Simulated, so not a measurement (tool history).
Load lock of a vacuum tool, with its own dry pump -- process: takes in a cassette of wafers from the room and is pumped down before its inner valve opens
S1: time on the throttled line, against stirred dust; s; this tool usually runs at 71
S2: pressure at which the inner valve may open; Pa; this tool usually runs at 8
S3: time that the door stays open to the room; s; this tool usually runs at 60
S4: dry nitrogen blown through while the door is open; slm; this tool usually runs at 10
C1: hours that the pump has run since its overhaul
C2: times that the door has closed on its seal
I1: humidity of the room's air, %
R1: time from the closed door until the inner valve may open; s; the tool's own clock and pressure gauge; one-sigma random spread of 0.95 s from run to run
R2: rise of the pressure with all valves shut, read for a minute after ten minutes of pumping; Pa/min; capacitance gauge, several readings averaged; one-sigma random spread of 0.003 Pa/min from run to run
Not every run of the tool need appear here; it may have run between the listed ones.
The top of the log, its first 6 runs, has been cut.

{"run": 7, "hour": 835.1, "S1": 71, "S2": 8, "S3": 60, "S4": 10, "C1": 2939, "C2": 12261, "I1": 43.6, "R1": 154.0, "R2": 0.067}
{"run": 8, "hour": 1004.3, "S1": 71, "S2": 8, "S3": 60, "S4": 10, "C1": 3108, "C2": 12899, "I1": 45.9, "R1": 151.3, "R2": 0.075}
{"run": 9, "hour": 1110.4, "S1": 71, "S2": 8, "S3": 60, "S4": 10, "C1": 3214, "C2": 13299, "I1": 43.4, "R1": 154.0, "R2": 0.08}
{"run": 10, "hour": 1227.1, "S1": 71, "S2": 8, "S3": 60, "S4": 10, "C1": 3331, "C2": 13739, "I1": 44.3, "R1": 154.2, "R2": 0.072}
{"run": 11, "hour": 1402.1, "S1": 71, "S2": 8, "S3": 60, "S4": 10, "C1": 3506, "C2": 14398, "I1": 43.6, "R1": 152.3, "R2": 0.069}
{"run": 12, "hour": 1486.7, "S1": 71, "S2": 8, "S3": 60, "S4": 10, "C1": 3590, "C2": 14717, "I1": 42.8, "R1": 152.5, "R2": 0.077}
{"run": 13, "hour": 1649.2, "S1": 71, "S2": 8, "S3": 60, "S4": 7, "C1": 3753, "C2": 15329, "I1": 46.0, "R1": 154.9, "R2": 0.089}
{"run": 14, "hour": 1769.0, "S1": 71, "S2": 8, "S3": 60, "S4": 7, "C1": 3873, "C2": 15781, "I1": 45.1, "R1": 153.9, "R2": 0.089}
{"run": 15, "hour": 1878.5, "S1": 71, "S2": 8, "S3": 60, "S4": 7, "C1": 3982, "C2": 16194, "I1": 46.2, "R1": 153.9, "R2": 0.084}
{"run": 16, "hour": 2047.2, "S1": 71, "S2": 8, "S3": 60, "S4": 10, "C1": 4151, "C2": 16829, "I1": 44.5, "R1": 153.3, "R2": 0.087}
{"run": 17, "hour": 2218.4, "S1": 73, "S2": 8, "S3": 60, "S4": 10, "C1": 4322, "C2": 17475, "I1": 45.0, "R1": 157.7, "R2": 0.09}
{"run": 18, "hour": 2371.2, "S1": 73, "S2": 8, "S3": 60, "S4": 10, "C1": 4475, "C2": 18050, "I1": 45.7, "R1": 154.5, "R2": 0.093}
{"run": 19, "hour": 2537.6, "S1": 73, "S2": 8, "S3": 60, "S4": 10, "C1": 4641, "C2": 18678, "I1": 43.8, "R1": 155.4, "R2": 0.091}
{"run": 20, "hour": 2636.5, "S1": 101, "S2": 8, "S3": 32, "S4": 10, "C1": 4740, "C2": 19050, "I1": 47.8, "R1": 175.1, "R2": 0.091}
{"run": 21, "hour": 2734.5, "S1": 133, "S2": 8, "S3": 204, "S4": 12, "C1": 4838, "C2": 19420, "I1": 41.5, "R1": 199.7, "R2": 0.123}

Predict the results of run 22:
{"run": 22, "hour": 2829.8, "S1": 133, "S2": 8, "S3": 204, "S4": 12, "C1": 4933, "C2": 19779, "I1": 46.6, "R1": "?", "R2": "?"}

Run 22 gave R1 197.8 s, R2 0.130 Pa/min.
Had the tool carried no hidden state, the very same run would have given R1 193.6 s, R2 0.072 Pa/min.

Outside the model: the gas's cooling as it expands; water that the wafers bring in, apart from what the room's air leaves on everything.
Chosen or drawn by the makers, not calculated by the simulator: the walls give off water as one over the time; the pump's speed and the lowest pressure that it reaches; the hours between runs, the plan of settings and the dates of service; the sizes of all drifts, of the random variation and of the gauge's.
